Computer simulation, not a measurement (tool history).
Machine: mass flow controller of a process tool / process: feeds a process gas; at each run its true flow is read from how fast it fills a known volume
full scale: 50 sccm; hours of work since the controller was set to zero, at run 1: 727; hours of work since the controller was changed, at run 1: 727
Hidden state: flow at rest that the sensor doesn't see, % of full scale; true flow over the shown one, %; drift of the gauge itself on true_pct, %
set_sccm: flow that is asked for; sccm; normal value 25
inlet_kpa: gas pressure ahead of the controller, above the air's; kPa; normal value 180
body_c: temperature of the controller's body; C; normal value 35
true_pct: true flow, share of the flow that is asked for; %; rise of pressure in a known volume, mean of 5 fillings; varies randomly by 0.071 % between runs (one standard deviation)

run	hour	set_sccm	inlet_kpa	body_c	hours of work since the controller was set to zero	hours of work since the controller was changed	true_pct
1	0.0	25	180	35	727	727	100.22
2	97.7	25	242	35	777	777	99.73
3	173.6	25	242	35	815	815	99.80
4	247.7	25	242	31	853	853	99.52
5	353.7	25	242	31	907	907	99.51
# hour 363.9: controller's zero set anew
6	433.8	25	193	35	36	948	99.95
7	511.9	42	248	37	75	987	100.29
# hour 596.9: controller's zero set anew, once more
8	606.6	33	175	27	5	1035	100.14
9	657.5	33	175	27	31	1061	100.13
10	713.7	27	143	24	60	1090	99.93
11	798.1	5	270	40	103	1133	98.86
12	896.8	5	270	40	153	1183	98.81

Selected run-to-run steps in true_pct, each split into two signed amounts: the part the tool would show with no hidden state at all (from settings, incoming material and random variation), and the remainder, which goes to the hidden state together with any gauge scatter not common to the measured and the hidden-state-free results:
Run 10 -> 11: set_sccm 27 -> 5, inlet_kpa 143 -> 270, body_c 24 -> 40. true_pct -1.07 %: hidden state -0.56, all else -0.51.
